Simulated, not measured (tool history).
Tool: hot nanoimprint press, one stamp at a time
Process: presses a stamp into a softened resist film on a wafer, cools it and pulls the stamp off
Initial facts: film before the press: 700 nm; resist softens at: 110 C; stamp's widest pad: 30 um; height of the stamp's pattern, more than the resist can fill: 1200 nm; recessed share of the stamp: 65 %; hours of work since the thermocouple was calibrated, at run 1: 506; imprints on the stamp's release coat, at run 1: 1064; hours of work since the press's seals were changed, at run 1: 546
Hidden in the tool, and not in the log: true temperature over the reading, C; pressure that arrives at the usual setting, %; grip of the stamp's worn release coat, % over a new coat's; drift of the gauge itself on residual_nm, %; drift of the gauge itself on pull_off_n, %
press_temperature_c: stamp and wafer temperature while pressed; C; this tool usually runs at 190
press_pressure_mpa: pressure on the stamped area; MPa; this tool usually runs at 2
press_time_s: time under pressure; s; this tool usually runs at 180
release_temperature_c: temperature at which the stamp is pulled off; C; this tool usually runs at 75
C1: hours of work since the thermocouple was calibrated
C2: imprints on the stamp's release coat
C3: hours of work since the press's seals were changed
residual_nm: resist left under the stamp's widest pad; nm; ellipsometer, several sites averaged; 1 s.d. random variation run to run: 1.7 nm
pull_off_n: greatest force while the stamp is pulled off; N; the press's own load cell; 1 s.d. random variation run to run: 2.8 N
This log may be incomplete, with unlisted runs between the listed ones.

{"run": 1, "day": 0.0, "press_temperature_c": 190, "press_pressure_mpa": 2, "press_time_s": 180, "release_temperature_c": 75, "C1": 506, "C2": 1064, "C3": 546, "residual_nm": 236, "pull_off_n": 164}
{"run": 2, "day": 1.467, "press_temperature_c": 190, "press_pressure_mpa": 2, "press_time_s": 180, "release_temperature_c": 75, "C1": 523, "C2": 1168, "C3": 563, "residual_nm": 233.6, "pull_off_n": 175}
{"day": 2.292, "done": "plate thermocouple calibrated"}
{"run": 3, "day": 2.542, "press_temperature_c": 190, "press_pressure_mpa": 2, "press_time_s": 180, "release_temperature_c": 75, "C1": 3, "C2": 1235, "C3": 575, "residual_nm": 260.6, "pull_off_n": 187}
{"day": 4.004, "done": "stamp cleaned and given a new release coat"}
{"run": 4, "day": 4.433, "press_temperature_c": 199, "press_pressure_mpa": 2, "press_time_s": 180, "release_temperature_c": 75, "C1": 22, "C2": 31, "C3": 594, "residual_nm": 176.6, "pull_off_n": 132}
{"run": 5, "day": 5.771, "press_temperature_c": 199, "press_pressure_mpa": 2, "press_time_s": 180, "release_temperature_c": 75, "C1": 38, "C2": 125, "C3": 610, "residual_nm": 175.9, "pull_off_n": 139}
{"run": 6, "day": 6.583, "press_temperature_c": 190, "press_pressure_mpa": 2, "press_time_s": 180, "release_temperature_c": 75, "C1": 48, "C2": 183, "C3": 620, "residual_nm": 264.3, "pull_off_n": 135}
{"run": 7, "day": 8.067, "press_temperature_c": 190, "press_pressure_mpa": 2.55, "press_time_s": 180, "release_temperature_c": 75, "C1": 66, "C2": 289, "C3": 637, "residual_nm": 232.1, "pull_off_n": 136}
{"run": 8, "day": 8.962, "press_temperature_c": 190, "press_pressure_mpa": 2, "press_time_s": 180, "release_temperature_c": 75, "C1": 76, "C2": 352, "C3": 648, "residual_nm": 261.7, "pull_off_n": 142}
{"run": 9, "day": 10.392, "press_temperature_c": 190, "press_pressure_mpa": 2, "press_time_s": 180, "release_temperature_c": 75, "C1": 93, "C2": 453, "C3": 665, "residual_nm": 258.9, "pull_off_n": 152}
{"run": 10, "day": 11.996, "press_temperature_c": 190, "press_pressure_mpa": 2, "press_time_s": 116, "release_temperature_c": 77, "C1": 112, "C2": 567, "C3": 684, "residual_nm": 304.4, "pull_off_n": 152}
{"run": 11, "day": 13.475, "press_temperature_c": 190, "press_pressure_mpa": 1.51, "press_time_s": 180, "release_temperature_c": 75, "C1": 130, "C2": 672, "C3": 702, "residual_nm": 294.2, "pull_off_n": 154}
{"run": 12, "day": 15.025, "press_temperature_c": 190, "press_pressure_mpa": 2, "press_time_s": 273, "release_temperature_c": 75, "C1": 148, "C2": 782, "C3": 720, "residual_nm": 217.4, "pull_off_n": 159}
{"run": 13, "day": 16.546, "press_temperature_c": 190, "press_pressure_mpa": 2, "press_time_s": 273, "release_temperature_c": 75, "C1": 166, "C2": 890, "C3": 738, "residual_nm": 217.5, "pull_off_n": 167}
{"run": 14, "day": 17.879, "press_temperature_c": 190, "press_pressure_mpa": 2.19, "press_time_s": 180, "release_temperature_c": 74, "C1": 182, "C2": 985, "C3": 754, "residual_nm": 240, "pull_off_n": 160}
{"run": 15, "day": 18.792, "press_temperature_c": 190, "press_pressure_mpa": 1.23, "press_time_s": 177, "release_temperature_c": 63, "C1": 193, "C2": 1050, "C3": 765, "residual_nm": 323.2, "pull_off_n": 200}
{"run": 16, "day": 20.029, "press_temperature_c": 196, "press_pressure_mpa": 2.07, "press_time_s": 180, "release_temperature_c": 66, "C1": 208, "C2": 1137, "C3": 779, "residual_nm": 190.4, "pull_off_n": 200}
{"run": 17, "day": 21.717, "press_temperature_c": 188, "press_pressure_mpa": 2.23, "press_time_s": 94, "release_temperature_c": 79, "C1": 228, "C2": 1257, "C3": 799, "residual_nm": 335.5, "pull_off_n": 163}
{"day": 22.9, "done": "stamp cleaned and given a new release coat"}
{"run": 18, "day": 23.279, "press_temperature_c": 200, "press_pressure_mpa": 2.98, "press_time_s": 142, "release_temperature_c": 69, "C1": 243, "C2": 27, "C3": 815, "residual_nm": 144.9, "pull_off_n": 138}

Each row is a separate what-if for the run after 18, all from the same tool condition, not one after another. Results?
{"run": "A", "day": 24.408, "press_temperature_c": 188, "press_pressure_mpa": 1.72, "press_time_s": 310, "release_temperature_c": 75, "C1": 257, "C2": 107, "C3": 828, "residual_nm": "?", "pull_off_n": "?"}
{"run": "B", "day": 24.408, "press_temperature_c": 191, "press_pressure_mpa": 2.98, "press_time_s": 219, "release_temperature_c": 79, "C1": 257, "C2": 107, "C3": 828, "residual_nm": "?", "pull_off_n": "?"}
{"run": "C", "day": 24.408, "press_temperature_c": 195, "press_pressure_mpa": 2.98, "press_time_s": 142, "release_temperature_c": 76, "C1": 257, "C2": 107, "C3": 828, "residual_nm": "?", "pull_off_n": "?"}
{"run": "D", "day": 24.408, "press_temperature_c": 192, "press_pressure_mpa": 2.06, "press_time_s": 180, "release_temperature_c": 75, "C1": 257, "C2": 107, "C3": 828, "residual_nm": "?", "pull_off_n": "?"}

run=A residual_nm=239.4 pull_off_n=132
run=B residual_nm=181.8 pull_off_n=115
run=C residual_nm=179.8 pull_off_n=121
run=D residual_nm=227.6 pull_off_n=132
With no hidden state in the tool, these same runs would have given:
run=A residual_nm=251.2 pull_off_n=130
run=B residual_nm=188.7 pull_off_n=114
run=C residual_nm=186.1 pull_off_n=119
run=D residual_nm=237.6 pull_off_n=130
